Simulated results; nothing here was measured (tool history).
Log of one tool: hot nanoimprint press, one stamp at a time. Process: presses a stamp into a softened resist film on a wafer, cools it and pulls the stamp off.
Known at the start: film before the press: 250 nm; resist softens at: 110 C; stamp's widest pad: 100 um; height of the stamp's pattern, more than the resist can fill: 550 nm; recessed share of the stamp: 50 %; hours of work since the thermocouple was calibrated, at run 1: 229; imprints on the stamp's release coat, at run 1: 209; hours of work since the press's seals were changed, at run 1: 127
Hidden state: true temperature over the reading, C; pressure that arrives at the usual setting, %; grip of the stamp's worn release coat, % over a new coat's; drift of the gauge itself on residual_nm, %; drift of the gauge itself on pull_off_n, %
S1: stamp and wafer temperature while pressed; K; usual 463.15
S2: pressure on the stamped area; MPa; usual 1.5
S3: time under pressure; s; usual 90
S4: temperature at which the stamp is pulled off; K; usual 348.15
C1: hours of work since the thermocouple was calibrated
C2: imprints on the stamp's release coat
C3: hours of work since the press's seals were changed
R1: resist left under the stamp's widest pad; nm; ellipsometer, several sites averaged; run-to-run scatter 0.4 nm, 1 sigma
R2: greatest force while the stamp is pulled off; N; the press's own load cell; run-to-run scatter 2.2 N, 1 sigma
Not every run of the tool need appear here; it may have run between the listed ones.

run   hour      S1    S2   S3      S4   C1   C2   C3     R1   R2
  1      0  463.15   1.5   90  348.15  229  209  127  120.1  108
  2    8.5  463.15   1.5   90  353.15  236  236  134  119.5  100
  3   15.6  462.15   1.5   90  348.15  241  259  139  122.6  105
  4   20.7  462.15   1.5   90  345.15  245  275  143  122.9  108
  5   24.8  462.15   1.5   90  345.15  248  288  146  122.6  114
  6   29.3  462.15   1.5   90  345.15  251  303  149  122.2  113
  7   34.8  462.15   1.5   90  345.15  255  320  153  122.4  115
  8   43.4  462.15   1.5   90  345.15  261  348  159  121.7  111
  9   52.7  465.15   1.5   90  348.15  268  378  166  114.3  109
      56.4  -- plate thermocouple calibrated
 10   60.5  465.15   1.5   90  348.15    3  393  170  112.6  107
 11     70  465.15   1.5   90  348.15   10  423  177  112.7  101
 12     76  465.15   1.5   90  348.15   14  443  181  112.4  109
 13   84.3  465.15   1.5   90  348.15   21  469  187  111.9  107
 14   93.1  465.15   1.5   90  348.15   27  497  194  112.3  105
 15   99.6  465.15   1.5   90  348.15   32  518  199  112.7  106
 16  109.1  470.15   1.3   90  348.15   39  548  206    108  106
     114.1  -- plate thermocouple calibrated, once more
 17  115.9  469.15  2.01  125  348.15    1  560  208     82  115
 18  119.9  469.15  2.01  125  348.15    4  573  211   81.9  112
 19  127.9  463.15   1.1  136  348.15   10  599  217  126.5  110
 20  133.2  458.15  1.79   76  333.15   14  616  221  134.7  137
 21  137.4  463.15   1.5   90  340.15   17  629  224  123.1  123
 22    145  466.15  1.73  149  348.15   23  654  230   89.8  115
 23  152.9  466.15  1.07  149  340.15   29  679  236  116.1  127
 24  158.1  463.15   1.5   46  348.15   32  695  239  152.2  112
 25    163  463.15  2.03   46  346.15   36  711  243    133  113
 26  169.6  453.15  1.04   46  352.15   41  732  248  203.2  103
 27  176.5  470.15   1.5   90  348.15   46  755  253  104.9  113
 28  184.4  452.15  1.01   90  343.15   52  780  259  183.8  121

A few steps of R1 between consecutive runs. Split each: what settings, incoming material and random variation would produce without the hidden state, and what is left over for the hidden state, along with gauge scatter present in only one of the two compared results (measured, and without hidden state):
Run 9 -> 10: plate thermocouple calibrated. R1 -1.7 nm: hidden state -1.5, all else -0.2.
Run 16 -> 17: S1 470.15 -> 469.15, S2 1.3 -> 2.01, S3 90 -> 125, plate thermocouple calibrated, once more. R1 -26 nm: hidden state +5.7, all else -31.7.
Run 26 -> 27: S1 453.15 -> 470.15, S2 1.04 -> 1.5, S3 46 -> 90, S4 352.15 -> 348.15. R1 -98.3 nm: hidden state +0.4, all else -98.7.
Run 27 -> 28: S1 470.15 -> 452.15, S2 1.5 -> 1.01, S4 348.15 -> 343.15. R1 +78.9 nm: hidden state -0.5, all else +79.4.

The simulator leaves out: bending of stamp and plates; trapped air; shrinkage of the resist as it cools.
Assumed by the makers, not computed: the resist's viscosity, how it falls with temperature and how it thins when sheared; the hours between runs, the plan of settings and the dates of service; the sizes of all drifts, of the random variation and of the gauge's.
